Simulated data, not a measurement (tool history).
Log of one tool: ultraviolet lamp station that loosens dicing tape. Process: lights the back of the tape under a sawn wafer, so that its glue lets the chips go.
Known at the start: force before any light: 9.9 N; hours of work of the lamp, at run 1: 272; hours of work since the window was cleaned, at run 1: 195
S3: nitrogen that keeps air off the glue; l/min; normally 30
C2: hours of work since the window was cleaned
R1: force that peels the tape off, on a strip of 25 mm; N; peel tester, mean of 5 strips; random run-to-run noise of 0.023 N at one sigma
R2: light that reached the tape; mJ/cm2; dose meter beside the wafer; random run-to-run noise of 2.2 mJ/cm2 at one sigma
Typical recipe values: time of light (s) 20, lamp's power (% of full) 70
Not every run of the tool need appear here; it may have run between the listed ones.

{"run": 1, "hour": 0.0, "time of light (s)": 20, "lamp's power (% of full)": 70, "S3": 30, "hours of work of the lamp": 272, "C2": 195, "R1": 1.759, "R2": 133}
{"run": 2, "hour": 10.6, "time of light (s)": 20, "lamp's power (% of full)": 70, "S3": 30, "hours of work of the lamp": 277, "C2": 200, "R1": 1.87, "R2": 139}
{"run": 3, "hour": 21.1, "time of light (s)": 20, "lamp's power (% of full)": 70, "S3": 30, "hours of work of the lamp": 282, "C2": 206, "R1": 1.835, "R2": 135}
{"run": 4, "hour": 34.8, "time of light (s)": 20, "lamp's power (% of full)": 70, "S3": 30, "hours of work of the lamp": 289, "C2": 212, "R1": 1.771, "R2": 128}
{"run": 5, "hour": 42.5, "time of light (s)": 20, "lamp's power (% of full)": 70, "S3": 15, "hours of work of the lamp": 292, "C2": 216, "R1": 2.804, "R2": 130}
{"run": 6, "hour": 50.0, "time of light (s)": 20, "lamp's power (% of full)": 70, "S3": 30, "hours of work of the lamp": 296, "C2": 219, "R1": 1.863, "R2": 135}
{"run": 7, "hour": 64.5, "time of light (s)": 20, "lamp's power (% of full)": 70, "S3": 30, "hours of work of the lamp": 303, "C2": 226, "R1": 1.852, "R2": 131}
{"run": 8, "hour": 72.6, "time of light (s)": 39, "lamp's power (% of full)": 70, "S3": 30, "hours of work of the lamp": 307, "C2": 230, "R1": 0.541, "R2": 258}
{"run": 9, "hour": 83.6, "time of light (s)": 39, "lamp's power (% of full)": 70, "S3": 30, "hours of work of the lamp": 312, "C2": 236, "R1": 0.564, "R2": 253}
{"run": 10, "hour": 96.7, "time of light (s)": 39, "lamp's power (% of full)": 70, "S3": 30, "hours of work of the lamp": 318, "C2": 242, "R1": 0.548, "R2": 253}
{"run": 11, "hour": 110.7, "time of light (s)": 39, "lamp's power (% of full)": 70, "S3": 30, "hours of work of the lamp": 325, "C2": 248, "R1": 0.552, "R2": 251}
{"run": 12, "hour": 122.8, "time of light (s)": 20, "lamp's power (% of full)": 70, "S3": 30, "hours of work of the lamp": 331, "C2": 254, "R1": 1.94, "R2": 128}
{"run": 13, "hour": 135.4, "time of light (s)": 20, "lamp's power (% of full)": 70, "S3": 30, "hours of work of the lamp": 337, "C2": 260, "R1": 2.081, "R2": 127}
{"run": 14, "hour": 146.1, "time of light (s)": 20, "lamp's power (% of full)": 70, "S3": 30, "hours of work of the lamp": 342, "C2": 266, "R1": 2.062, "R2": 126}
{"run": 15, "hour": 154.2, "time of light (s)": 20, "lamp's power (% of full)": 70, "S3": 45, "hours of work of the lamp": 346, "C2": 269, "R1": 1.584, "R2": 122}
{"run": 16, "hour": 169.3, "time of light (s)": 20, "lamp's power (% of full)": 70, "S3": 30, "hours of work of the lamp": 353, "C2": 277, "R1": 2.134, "R2": 124}
{"run": 17, "hour": 183.4, "time of light (s)": 20, "lamp's power (% of full)": 70, "S3": 10, "hours of work of the lamp": 360, "C2": 283, "R1": 3.825, "R2": 124}
{"run": 18, "hour": 195.2, "time of light (s)": 20, "lamp's power (% of full)": 70, "S3": 42, "hours of work of the lamp": 366, "C2": 289, "R1": 1.711, "R2": 124}
{"run": 19, "hour": 209.1, "time of light (s)": 20, "lamp's power (% of full)": 70, "S3": 42, "hours of work of the lamp": 372, "C2": 296, "R1": 1.742, "R2": 122}
{"run": 20, "hour": 223.2, "time of light (s)": 20, "lamp's power (% of full)": 70, "S3": 42, "hours of work of the lamp": 379, "C2": 303, "R1": 1.726, "R2": 121}
{"run": 21, "hour": 237.5, "time of light (s)": 20, "lamp's power (% of full)": 70, "S3": 30, "hours of work of the lamp": 386, "C2": 309, "R1": 2.232, "R2": 119}
{"run": 22, "hour": 247.7, "time of light (s)": 20, "lamp's power (% of full)": 70, "S3": 30, "hours of work of the lamp": 391, "C2": 314, "R1": 2.239, "R2": 120}
{"run": 23, "hour": 254.3, "time of light (s)": 26, "lamp's power (% of full)": 70, "S3": 30, "hours of work of the lamp": 394, "C2": 317, "R1": 1.492, "R2": 152}
{"run": 24, "hour": 268.5, "time of light (s)": 12, "lamp's power (% of full)": 82, "S3": 10, "hours of work of the lamp": 401, "C2": 324, "R1": 5.274, "R2": 83}
{"run": 25, "hour": 280.1, "time of light (s)": 20, "lamp's power (% of full)": 70, "S3": 55, "hours of work of the lamp": 406, "C2": 330, "R1": 1.632, "R2": 115}
{"run": 26, "hour": 286.9, "time of light (s)": 13, "lamp's power (% of full)": 86, "S3": 49, "hours of work of the lamp": 410, "C2": 333, "R1": 2.426, "R2": 97}
{"run": 27, "hour": 299.3, "time of light (s)": 13, "lamp's power (% of full)": 86, "S3": 49, "hours of work of the lamp": 416, "C2": 339, "R1": 2.448, "R2": 89}
{"run": 28, "hour": 313.4, "time of light (s)": 13, "lamp's power (% of full)": 86, "S3": 49, "hours of work of the lamp": 422, "C2": 346, "R1": 2.383, "R2": 92}
{"run": 29, "hour": 327.8, "time of light (s)": 20, "lamp's power (% of full)": 70, "S3": 30, "hours of work of the lamp": 429, "C2": 353, "R1": 2.437, "R2": 108}
{"run": 30, "hour": 338.5, "time of light (s)": 10, "lamp's power (% of full)": 67, "S3": 30, "hours of work of the lamp": 435, "C2": 358, "R1": 5.039, "R2": 52}
{"run": 31, "hour": 348.6, "time of light (s)": 26, "lamp's power (% of full)": 70, "S3": 30, "hours of work of the lamp": 439, "C2": 363, "R1": 1.587, "R2": 144}
{"run": 32, "hour": 364.3, "time of light (s)": 26, "lamp's power (% of full)": 70, "S3": 30, "hours of work of the lamp": 447, "C2": 370, "R1": 1.655, "R2": 142}
{"run": 33, "hour": 372.3, "time of light (s)": 17, "lamp's power (% of full)": 70, "S3": 30, "hours of work of the lamp": 451, "C2": 374, "R1": 3.001, "R2": 94}
{"hour": 385.7, "done": "window cleaned of glue's vapour"}
{"run": 34, "hour": 386.7, "time of light (s)": 24, "lamp's power (% of full)": 70, "S3": 14, "hours of work of the lamp": 457, "C2": 0, "R1": 2.425, "R2": 151}
{"run": 35, "hour": 395.1, "time of light (s)": 21, "lamp's power (% of full)": 61, "S3": 32, "hours of work of the lamp": 461, "C2": 5, "R1": 2.101, "R2": 116}
{"run": 36, "hour": 407.6, "time of light (s)": 30, "lamp's power (% of full)": 99, "S3": 18, "hours of work of the lamp": 467, "C2": 11, "R1": 0.722, "R2": 274}
{"run": 37, "hour": 415.8, "time of light (s)": 30, "lamp's power (% of full)": 89, "S3": 19, "hours of work of the lamp": 471, "C2": 14, "R1": 0.869, "R2": 244}
{"run": 38, "hour": 431.0, "time of light (s)": 30, "lamp's power (% of full)": 89, "S3": 19, "hours of work of the lamp": 479, "C2": 22, "R1": 0.896, "R2": 239}
{"run": 39, "hour": 441.9, "time of light (s)": 36, "lamp's power (% of full)": 62, "S3": 55, "hours of work of the lamp": 484, "C2": 27, "R1": 0.531, "R2": 198}
{"run": 40, "hour": 458.0, "time of light (s)": 18, "lamp's power (% of full)": 92, "S3": 45, "hours of work of the lamp": 492, "C2": 35, "R1": 1.178, "R2": 146}
{"run": 41, "hour": 473.3, "time of light (s)": 18, "lamp's power (% of full)": 92, "S3": 45, "hours of work of the lamp": 499, "C2": 42, "R1": 1.18, "R2": 145}

Selected run-to-run steps in R1, each split into two signed amounts: the part the tool would show with no hidden state at all (from settings, incoming material and random variation), and the remainder, which goes to the hidden state together with any gauge scatter not common to the measured and the hidden-state-free results:
The hidden state here: lamp's light, % of a new lamp's; light that the window lets through, % of a clean one's; drift of the gauge itself on peel_n, %; drift of the gauge itself on dose_mj_cm2, %.
Run 11 -> 12: time of light (s) 39 -> 20. R1 +1.388 N: hidden state +0.598, all else +0.790.
Run 23 -> 24: time of light (s) 26 -> 12, lamp's power (% of full) 70 -> 82, S3 30 -> 10. R1 +3.782 N: hidden state +0.681, all else +3.101.
Run 24 -> 25: time of light (s) 12 -> 20, lamp's power (% of full) 82 -> 70, S3 10 -> 55. R1 -3.642 N: hidden state -0.588, all else -3.054.
Run 30 -> 31: time of light (s) 10 -> 26, lamp's power (% of full) 67 -> 70. R1 -3.452 N: hidden state -0.712, all else -2.740.
